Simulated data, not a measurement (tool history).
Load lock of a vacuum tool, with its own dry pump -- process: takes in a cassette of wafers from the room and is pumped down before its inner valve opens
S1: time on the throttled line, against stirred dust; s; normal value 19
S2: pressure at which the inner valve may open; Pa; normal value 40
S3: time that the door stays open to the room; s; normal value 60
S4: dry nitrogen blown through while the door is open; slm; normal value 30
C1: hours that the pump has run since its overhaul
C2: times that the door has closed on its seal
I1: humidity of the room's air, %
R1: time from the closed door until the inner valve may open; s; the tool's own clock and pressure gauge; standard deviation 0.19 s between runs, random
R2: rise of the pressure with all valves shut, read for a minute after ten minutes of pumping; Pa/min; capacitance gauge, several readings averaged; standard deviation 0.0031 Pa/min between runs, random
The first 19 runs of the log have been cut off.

Run 20, day 114.071: usual settings but S1 18 s, S2 76 Pa, S3 56 s, S4 24 slm; C1 8319; C2 15509; I1 45. Result: R1 27.3 s, R2 0.055 Pa/min.
Run 21, day 119.158: usual settings but S1 31 s, S2 74 Pa, S4 6 slm; C1 8441; C2 15731; I1 46.6. Result: R1 38 s, R2 0.085 Pa/min.
Run 22, day 123.812: usual settings but S1 31 s, S2 74 Pa, S4 6 slm; C1 8553; C2 15933; I1 44.6. Result: R1 38.1 s, R2 0.086 Pa/min.
Run 23, day 127.133: usual settings but S1 31 s, S2 74 Pa, S4 6 slm; C1 8632; C2 16078; I1 42.4. Result: R1 37.9 s, R2 0.077 Pa/min.
Run 24, day 131.592: usual settings but S1 31 s, S2 74 Pa, S4 6 slm; C1 8739; C2 16272; I1 42.6. Result: R1 37.8 s, R2 0.079 Pa/min.
Run 25, day 138.262: usual settings but S1 21 s, S3 39 s, S4 19 slm; C1 8900; C2 16562; I1 45.7. Result: R1 30.9 s, R2 0.059 Pa/min.
Run 26, day 145.483: usual settings but S1 21 s, S2 64 Pa, S3 29 s, S4 11 slm; C1 9073; C2 16876; I1 44.8. Result: R1 30 s, R2 0.043 Pa/min.
Run 27, day 151.371: usual settings but S1 21 s, S2 64 Pa, S3 29 s, S4 11 slm; C1 9214; C2 17133; I1 44.5. Result: R1 30.1 s, R2 0.049 Pa/min.
Run 28, day 156.892: usual settings but S1 29 s, S2 43 Pa, S3 122 s, S4 21 slm; C1 9347; C2 17373; I1 44.2. Result: R1 37.4 s, R2 0.098 Pa/min.
Run 29, day 161.304: usual settings but S1 29 s, S2 43 Pa, S3 122 s, S4 21 slm; C1 9453; C2 17565; I1 39.7. Result: R1 37.5 s, R2 0.091 Pa/min.
Run 30, day 167.35: usual settings but S3 33 s, S4 7 slm; C1 9598; C2 17828; I1 39.8. Result: R1 28.9 s, R2 0.052 Pa/min.
Run 31, day 174.25: usual settings but S3 33 s, S4 7 slm; C1 9763; C2 18128; I1 44.6. Result: R1 29.1 s, R2 0.058 Pa/min.
Run 32, day 179.688: usual settings but S3 33 s, S4 7 slm; C1 9894; C2 18364; I1 43.1. Result: R1 29.6 s, R2 0.058 Pa/min.
Run 33, day 186.242: usual settings but S3 33 s, S4 7 slm; C1 10051; C2 18650; I1 46. Result: R1 29.3 s, R2 0.057 Pa/min.
Run 34, day 191.571: usual settings but S1 31 s, S2 31 Pa, S3 209 s, S4 7 slm; C1 10179; C2 18882; I1 43.4. Result: R1 39.1 s, R2 0.185 Pa/min.
Run 35, day 196.021: usual settings but S1 29 s, S2 31 Pa, S3 34 s, S4 7 slm; C1 10286; C2 19075; I1 45.8. Result: R1 37.9 s, R2 0.053 Pa/min.
Run 36, day 203.088: usual settings but S2 39 Pa; C1 10455; C2 19383; I1 45. Result: R1 29.3 s, R2 0.051 Pa/min.
Run 37, day 207.846: usual settings but S2 39 Pa; C1 10570; C2 19590; I1 47.3. Result: R1 29.3 s, R2 0.059 Pa/min.

Here are 3 independent what-if runs from the current tool condition. What would each one return?
Run A, day 211.112: usual settings but S1 26 s, S3 41 s, S4 36 slm; C1 10648; C2 19732; I1 40.3. Result: R1 ?, R2 ?.
Run B, day 211.112: usual settings but S2 39 Pa, S3 186 s; C1 10648; C2 19732; I1 44.4. Result: R1 ?, R2 ?.
Run C, day 211.112: usual settings but S1 29 s, S2 63 Pa, S4 18 slm; C1 10648; C2 19732; I1 46.6. Result: R1 ?, R2 ?.

run    R1     R2
  A    35  0.038
  B  29.1  0.116
  C  36.4  0.065
Had the tool no hidden state, the same runs would have come out as:
run    R1     R2
  A    35  0.037
  B  29.1  0.115
  C  36.4  0.065

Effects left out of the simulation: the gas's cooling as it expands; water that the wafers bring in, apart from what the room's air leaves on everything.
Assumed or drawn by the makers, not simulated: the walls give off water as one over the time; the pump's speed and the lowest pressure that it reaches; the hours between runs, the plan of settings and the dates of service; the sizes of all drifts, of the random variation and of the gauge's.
